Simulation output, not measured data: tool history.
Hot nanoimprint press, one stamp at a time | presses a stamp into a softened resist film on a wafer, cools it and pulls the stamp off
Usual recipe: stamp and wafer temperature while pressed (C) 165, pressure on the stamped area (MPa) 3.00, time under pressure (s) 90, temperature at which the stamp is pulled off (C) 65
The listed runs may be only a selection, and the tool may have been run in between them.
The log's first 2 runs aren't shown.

run	day	stamp and wafer temperature while pressed (C)	pressure on the stamped area (MPa)	time under pressure (s)	temperature at which the stamp is pulled off (C)	resist left under the stamp's widest pad (nm)	greatest force while the stamp is pulled off (N)
3	1.450	165	3.00	90	65	275.1	268
4	1.838	165	3.00	131	65	238.6	272
5	2.246	167	3.00	90	65	257.0	282
6	3.054	167	3.00	90	65	257.2	265
7	3.504	167	3.00	90	65	256.6	280
# day 4.346: stamp cleaned and given a new release coat
8	4.417	167	3.00	90	65	256.1	228
9	5.254	165	3.00	90	65	272.5	225
# day 5.900: plate thermocouple calibrated
10	6.083	165	3.00	90	65	292.1	234
11	6.650	165	3.00	90	65	292.0	249
12	7.162	165	3.00	90	65	287.9	243
13	7.738	165	3.00	90	65	292.3	238
14	8.392	165	3.00	90	65	288.9	243
15	9.142	165	3.00	90	65	288.3	249
16	9.742	165	3.00	90	65	289.8	258
17	10.279	174	3.56	90	51	199.7	313
18	11.071	168	3.00	47	54	323.1	302
19	11.579	165	4.61	158	54	199.4	290
20	12.325	159	2.84	152	54	303.7	303
21	12.729	159	2.95	58	54	385.8	302
22	13.304	167	4.18	78	65	250.6	259
23	13.729	167	4.18	78	65	250.1	264
24	14.517	165	2.25	69	65	338.9	263
25	15.117	165	3.00	90	58	288.8	297
26	15.908	176	1.85	130	58	207.1	309
27	16.671	176	1.91	76	65	252.4	277

What does the tool deliver on the next run?
28	17.092	160	4.05	114	58	?	?

Run 28 yielded resist left under the stamp's widest pad (nm) 280.7, greatest force while the stamp is pulled off (N) 315.
The same run, on a tool lacking any hidden state, would have yielded resist left under the stamp's widest pad (nm) 285.8, greatest force while the stamp is pulled off (N) 257.
